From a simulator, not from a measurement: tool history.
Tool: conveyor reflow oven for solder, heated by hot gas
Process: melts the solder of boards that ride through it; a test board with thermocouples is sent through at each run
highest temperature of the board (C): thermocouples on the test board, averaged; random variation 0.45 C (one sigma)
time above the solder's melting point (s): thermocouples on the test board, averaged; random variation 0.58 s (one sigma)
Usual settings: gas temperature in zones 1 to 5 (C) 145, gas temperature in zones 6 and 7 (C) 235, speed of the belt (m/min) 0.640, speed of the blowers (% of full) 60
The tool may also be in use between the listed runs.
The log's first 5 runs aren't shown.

| run | hour | gas temperature in zones 1 to 5 (C) | gas temperature in zones 6 and 7 (C) | speed of the belt (m/min) | speed of the blowers (% of full) | hours of work since the flux was cleaned out | hours of work since the belt drive was overhauled | hours of work since the thermocouples were changed | highest temperature of the board (C) | time above the solder's melting point (s) |
|---|---|---|---|---|---|---|---|---|---|---|
| 6 | 182.4 | 145 | 235 | 0.640 | 60 | 86 | 1309 | 327 | 209.6 | 50.1 |
| 7 | 216.2 | 145 | 235 | 0.640 | 60 | 105 | 1328 | 346 | 209.5 | 50.0 |
| 8 | 263.1 | 141 | 235 | 0.640 | 60 | 132 | 1355 | 373 | 208.0 | 47.0 |
| 9 | 321.5 | 141 | 235 | 0.640 | 60 | 165 | 1388 | 406 | 208.7 | 46.6 |
| 10 | 378.7 | 141 | 235 | 0.640 | 60 | 197 | 1421 | 439 | 208.4 | 47.4 |
| 11 | 418.0 | 141 | 235 | 0.646 | 60 | 220 | 1443 | 461 | 207.6 | 45.4 |
| 12 | 469.8 | 145 | 235 | 0.640 | 60 | 249 | 1473 | 490 | 209.6 | 49.1 |
| 13 | 529.8 | 145 | 235 | 0.640 | 60 | 284 | 1507 | 525 | 209.6 | 48.4 |
|  | 568.8 | belt drive overhauled, speed set with a stopwatch |
| 14 | 582.9 | 145 | 235 | 0.640 | 60 | 312 | 8 | 553 | 209.1 | 50.3 |
| 15 | 640.8 | 145 | 235 | 0.640 | 60 | 345 | 41 | 586 | 208.6 | 49.4 |
| 16 | 670.6 | 145 | 235 | 0.640 | 60 | 361 | 58 | 603 | 209.0 | 49.7 |
| 17 | 721.1 | 145 | 236 | 0.640 | 60 | 390 | 87 | 631 | 210.3 | 50.6 |
| 18 | 748.4 | 145 | 225 | 0.640 | 60 | 406 | 102 | 647 | 201.6 | 40.4 |
| 19 | 779.6 | 150 | 235 | 0.521 | 62 | 424 | 120 | 665 | 218.0 | 75.9 |
|  | 830.9 | flux residue cleaned out of gas plates and filters |
| 20 | 838.9 | 150 | 235 | 0.521 | 62 | 5 | 151 | 696 | 218.8 | 75.3 |
| 21 | 865.4 | 150 | 235 | 0.521 | 62 | 20 | 166 | 711 | 217.8 | 76.0 |
| 22 | 892.6 | 155 | 235 | 0.521 | 67 | 35 | 182 | 726 | 222.0 | 79.4 |
| 23 | 940.7 | 155 | 235 | 0.521 | 67 | 63 | 209 | 754 | 220.5 | 80.2 |
| 24 | 986.9 | 137 | 223 | 0.521 | 67 | 89 | 235 | 780 | 207.1 | 58.1 |
| 25 | 1041.1 | 143 | 248 | 0.706 | 54 | 120 | 266 | 811 | 210.4 | 43.7 |
| 26 | 1068.5 | 149 | 235 | 0.575 | 60 | 135 | 282 | 826 | 213.6 | 62.6 |
| 27 | 1118.1 | 149 | 235 | 0.575 | 60 | 164 | 310 | 855 | 213.9 | 63.2 |
| 28 | 1156.8 | 149 | 235 | 0.575 | 60 | 186 | 332 | 877 | 213.8 | 63.2 |
| 29 | 1197.3 | 155 | 244 | 0.706 | 66 | 209 | 355 | 900 | 217.4 | 55.3 |
| 30 | 1237.6 | 155 | 244 | 0.706 | 66 | 232 | 378 | 923 | 217.5 | 55.1 |

Forecast each of these 3 alternatives for the next run:
| A | 1263.0 | 145 | 238 | 0.640 | 60 | 246 | 393 | 937 | ? | ? |
| B | 1263.0 | 155 | 241 | 0.706 | 79 | 246 | 393 | 937 | ? | ? |
| C | 1263.0 | 145 | 235 | 0.564 | 60 | 246 | 393 | 937 | ? | ? |

| run | highest temperature of the board (C) | time above the solder's melting point (s) |
|---|---|---|
| A | 211.6 | 52.6 |
| B | 220.0 | 57.5 |
| C | 213.5 | 61.6 |
Without the tool's hidden state the same runs would have given:
| run | highest temperature of the board (C) | time above the solder's melting point (s) |
|---|---|---|
| A | 211.7 | 52.6 |
| B | 220.1 | 57.6 |
| C | 213.5 | 61.7 |

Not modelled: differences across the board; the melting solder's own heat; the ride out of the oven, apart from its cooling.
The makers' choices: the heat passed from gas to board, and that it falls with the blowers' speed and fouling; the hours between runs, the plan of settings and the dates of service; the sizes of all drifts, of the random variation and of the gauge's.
